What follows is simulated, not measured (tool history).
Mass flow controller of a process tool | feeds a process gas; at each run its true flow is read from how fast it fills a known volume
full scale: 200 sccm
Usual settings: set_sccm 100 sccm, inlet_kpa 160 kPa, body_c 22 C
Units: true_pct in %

| run | day | set_sccm | inlet_kpa | body_c | true_pct |
|---|---|---|---|---|---|
| 1 | 0.000 | 100 | 160 | 22 | 99.39 |
| 2 | 3.583 | 100 | 160 | 22 | 99.41 |
| 3 | 7.638 | 100 | 160 | 22 | 99.42 |
| 4 | 11.933 | 100 | 160 | 22 | 99.38 |
| 5 | 15.012 | 100 | 160 | 22 | 99.51 |
| 6 | 18.304 | 100 | 160 | 22 | 99.46 |
| 7 | 20.812 | 20 | 160 | 22 | 98.95 |
| 8 | 23.546 | 138 | 160 | 22 | 99.56 |
| 9 | 27.233 | 138 | 160 | 22 | 99.71 |
| 10 | 32.529 | 36 | 160 | 22 | 99.05 |
| 11 | 34.908 | 36 | 160 | 22 | 99.03 |
| 12 | 39.396 | 36 | 160 | 22 | 99.17 |
| 13 | 43.662 | 100 | 160 | 22 | 99.42 |
| 14 | 46.125 | 100 | 160 | 27 | 98.96 |
| 15 | 49.742 | 100 | 160 | 33 | 98.35 |
| 16 | 52.229 | 100 | 160 | 33 | 98.34 |
| 17 | 55.825 | 100 | 160 | 22 | 99.45 |
| 18 | 59.246 | 100 | 160 | 22 | 99.43 |
| 19 | 64.625 | 39 | 160 | 22 | 99.14 |
| 20 | 67.338 | 39 | 171 | 33 | 97.97 |
| 21 | 71.892 | 39 | 168 | 33 | 98.10 |
| 22 | 75.404 | 39 | 168 | 33 | 97.99 |
| 23 | 80.725 | 39 | 168 | 33 | 97.98 |
| 24 | 83.379 | 135 | 160 | 22 | 99.55 |
| 25 | 86.700 | 21 | 232 | 21 | 99.65 |
| 26 | 91.375 | 80 | 270 | 21 | 100.20 |
| 27 | 96.012 | 80 | 270 | 21 | 100.16 |
| 28 | 100.629 | 80 | 270 | 21 | 100.24 |
| 29 | 104.608 | 80 | 270 | 26 | 99.76 |
| 30 | 107.446 | 80 | 270 | 26 | 99.79 |
| 31 | 112.367 | 80 | 270 | 26 | 99.64 |
| 32 | 116.008 | 158 | 220 | 21 | 100.26 |
| 33 | 118.533 | 41 | 207 | 24 | 99.27 |
| 34 | 121.392 | 41 | 147 | 23 | 98.94 |
| 35 | 125.192 | 41 | 163 | 39 | 97.36 |
| 36 | 128.696 | 21 | 259 | 31 | 98.79 |
| 37 | 133.779 | 21 | 259 | 31 | 98.90 |

Forecast each of these 4 alternatives for the next run:
| A | 139.167 | 31 | 219 | 22 | ? |
| B | 139.167 | 100 | 160 | 31 | ? |
| C | 139.167 | 86 | 275 | 30 | ? |
| D | 139.167 | 189 | 252 | 38 | ? |

| run | true_pct |
|---|---|
| A | 99.48 |
| B | 98.53 |
| C | 99.40 |
| D | 99.00 |
Without the tool's hidden state the same runs would have given:
| run | true_pct |
|---|---|
| A | 99.47 |
| B | 98.53 |
| C | 99.39 |
| D | 98.99 |

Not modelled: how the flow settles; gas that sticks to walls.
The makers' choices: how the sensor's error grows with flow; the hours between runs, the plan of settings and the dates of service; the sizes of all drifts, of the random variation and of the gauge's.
